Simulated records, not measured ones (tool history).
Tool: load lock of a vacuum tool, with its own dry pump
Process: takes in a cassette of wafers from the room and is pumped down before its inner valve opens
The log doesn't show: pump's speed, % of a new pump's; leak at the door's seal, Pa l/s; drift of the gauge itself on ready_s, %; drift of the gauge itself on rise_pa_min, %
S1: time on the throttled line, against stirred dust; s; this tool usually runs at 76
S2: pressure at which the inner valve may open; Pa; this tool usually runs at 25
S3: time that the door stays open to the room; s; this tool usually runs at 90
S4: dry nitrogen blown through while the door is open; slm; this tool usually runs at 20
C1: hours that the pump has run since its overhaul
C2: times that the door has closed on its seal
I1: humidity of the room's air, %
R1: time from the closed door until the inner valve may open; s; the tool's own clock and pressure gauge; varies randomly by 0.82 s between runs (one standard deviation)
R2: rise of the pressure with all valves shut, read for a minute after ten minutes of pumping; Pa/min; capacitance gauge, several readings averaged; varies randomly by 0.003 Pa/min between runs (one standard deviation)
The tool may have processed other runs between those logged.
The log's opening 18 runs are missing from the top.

run     hour   S1  S2   S3  S4     C1     C2    I1     R1     R2
      8934.8  -- door's seal changed, seat wiped
 19   9171.2   76  25   90  12  10705   1062  41.1  137.1  0.041
      9239.8  -- dry pump taken out, an overhauled one fitted
 20   9724.1   76  25   90  44    484   3518  45.1  128.2  0.026
 21  10236.1   76  18   26   6    996   5818  43.7  130.1  0.032
 22  10590.1   76  39  143  20   1350   7408  44.8  124.5  0.062
 23  11293.4   76  25   90  12   2054  10567  46.5    130  0.069
 24  11798.7   76  25   90  12   2559  12836  46.2  131.4  0.081
 25  12430.2   76  25   90  12   3190  15672  44.7  129.5  0.081
 26  12948.3   62  33   90  21   3708  18000  44.3  119.4   0.09
 27  13406.7   68  29   30  11   4167  20059  42.5  124.2  0.092
 28  13810.3   39  29   30   6   4570  21871  46.6  102.5  0.105
 29  14521.5  150  29   99   6   5282  25066    46  185.8  0.142
 30  14840.9   76  25   31   4   5601  26500  43.5  132.5  0.127
 31  15201.8   76  21   31  11   5962  28121    43  134.2  0.129
 32    15857   76  25  234  12   6617  31064  44.9  133.8  0.196
     15920.9  -- door's seal changed, seat wiped
 33  16552.3   76  25  234  12   7311   2837  48.3  135.4  0.078
 34  17102.4   76  25  234  16   7861   5307  44.2  134.9  0.072
 35  17620.5   76  25  234  16   8379   7634  45.2  137.3   0.08
 36    17984   77  25   90   6   8743   9267  42.5  137.4   0.07

What if the next run were any one of these 4? Each begins from the tool's condition after run 36:
  A  18614.5  77  25  90   4  9373  12099    43   ?   ?
  B  18614.5  76  25  90  20  9373  12099    40   ?   ?
  C  18614.5  95  34  90  45  9373  12099  46.3   ?   ?
  D  18614.5  76  25  90   5  9373  12099  45.7   ?   ?

run     R1     R2
  A  139.6   0.08
  B  137.1  0.061
  C  148.6  0.053
  D  138.3  0.078
Had the tool no hidden state, the same runs would have come out as:
run     R1     R2
  A  128.1  0.053
  B  125.6  0.034
  C  138.8  0.026
  D  126.8  0.051
